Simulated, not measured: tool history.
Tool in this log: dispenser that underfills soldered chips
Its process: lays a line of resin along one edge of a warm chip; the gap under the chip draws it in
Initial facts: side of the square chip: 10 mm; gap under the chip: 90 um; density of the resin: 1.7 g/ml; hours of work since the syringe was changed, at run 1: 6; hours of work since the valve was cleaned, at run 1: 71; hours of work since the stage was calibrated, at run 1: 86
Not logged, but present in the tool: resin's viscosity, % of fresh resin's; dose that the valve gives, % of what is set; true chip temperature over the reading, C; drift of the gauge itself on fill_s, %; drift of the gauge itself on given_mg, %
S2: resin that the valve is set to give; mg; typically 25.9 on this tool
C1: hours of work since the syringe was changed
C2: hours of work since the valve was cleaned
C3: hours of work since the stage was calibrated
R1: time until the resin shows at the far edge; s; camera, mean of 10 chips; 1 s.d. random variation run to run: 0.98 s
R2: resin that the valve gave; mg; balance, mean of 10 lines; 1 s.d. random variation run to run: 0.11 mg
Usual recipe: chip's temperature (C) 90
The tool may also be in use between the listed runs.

Run 1, hour 0.0: usual settings; C1 6; C2 71; C3 86. Result: R1 151.4 s, R2 24.75 mg.
At hour 3.4: new syringe of resin.
Run 2, hour 4.3: usual settings; C1 1; C2 73; C3 89. Result: R1 95.5 s, R2 24.77 mg.
Run 3, hour 10.5: usual settings; C1 5; C2 77; C3 93. Result: R1 136.7 s, R2 24.63 mg.
At hour 15.9: new syringe of resin.
Run 4, hour 15.9: usual settings; C1 0; C2 81; C3 96. Result: R1 94.9 s, R2 24.68 mg.
Run 5, hour 22.7: usual settings; C1 4; C2 85; C3 100. Result: R1 132.3 s, R2 24.75 mg.
At hour 25.5: dispensing valve cleaned and set on the balance.
At hour 29.6: new syringe of resin.
Run 6, hour 30.3: usual settings; C1 0; C2 3; C3 104. Result: R1 94.8 s, R2 25.89 mg.
Run 7, hour 34.0: usual settings but chip's temperature (C) 83; C1 3; C2 5; C3 107. Result: R1 156.7 s, R2 25.59 mg.
Run 8, hour 41.1: usual settings but chip's temperature (C) 103, S2 29.1 mg; C1 7; C2 10; C3 111. Result: R1 100.6 s, R2 28.81 mg.
At hour 42.0: new syringe of resin.
Run 9, hour 45.6: usual settings but chip's temperature (C) 102, S2 32.9 mg; C1 2; C2 12; C3 114. Result: R1 66.9 s, R2 32.74 mg.
Run 10, hour 53.0: usual settings but chip's temperature (C) 102, S2 32.9 mg; C1 7; C2 17; C3 119. Result: R1 100.7 s, R2 32.34 mg.
At hour 54.7: new syringe of resin.
Run 11, hour 59.2: usual settings but chip's temperature (C) 100, S2 25.7 mg; C1 3; C2 21; C3 122. Result: R1 76.0 s, R2 25.22 mg.
Run 12, hour 66.4: usual settings but chip's temperature (C) 100, S2 25.7 mg; C1 8; C2 26; C3 127. Result: R1 112.6 s, R2 25.24 mg.
At hour 67.1: new syringe of resin.
Run 13, hour 73.2: usual settings but chip's temperature (C) 100, S2 25.7 mg; C1 4; C2 30; C3 131. Result: R1 84.2 s, R2 25.09 mg.
Run 14, hour 76.6: usual settings but chip's temperature (C) 100, S2 25.7 mg; C1 6; C2 32; C3 133. Result: R1 103.1 s, R2 25.18 mg.

Same runs, no hidden state in the tool, same run-to-run variation:
run     R1     R2
  1   93.1  25.80
  2   92.5  25.87
  3   94.6  25.80
  4   97.0  25.89
  5   93.2  26.03
  6   92.9  26.02
  7  125.3  25.74
  8   54.8  29.07
  9   56.6  33.09
 10   57.1  32.77
 11   61.8  25.62
 12   61.6  25.71
 13   61.1  25.62
 14   62.2  25.74

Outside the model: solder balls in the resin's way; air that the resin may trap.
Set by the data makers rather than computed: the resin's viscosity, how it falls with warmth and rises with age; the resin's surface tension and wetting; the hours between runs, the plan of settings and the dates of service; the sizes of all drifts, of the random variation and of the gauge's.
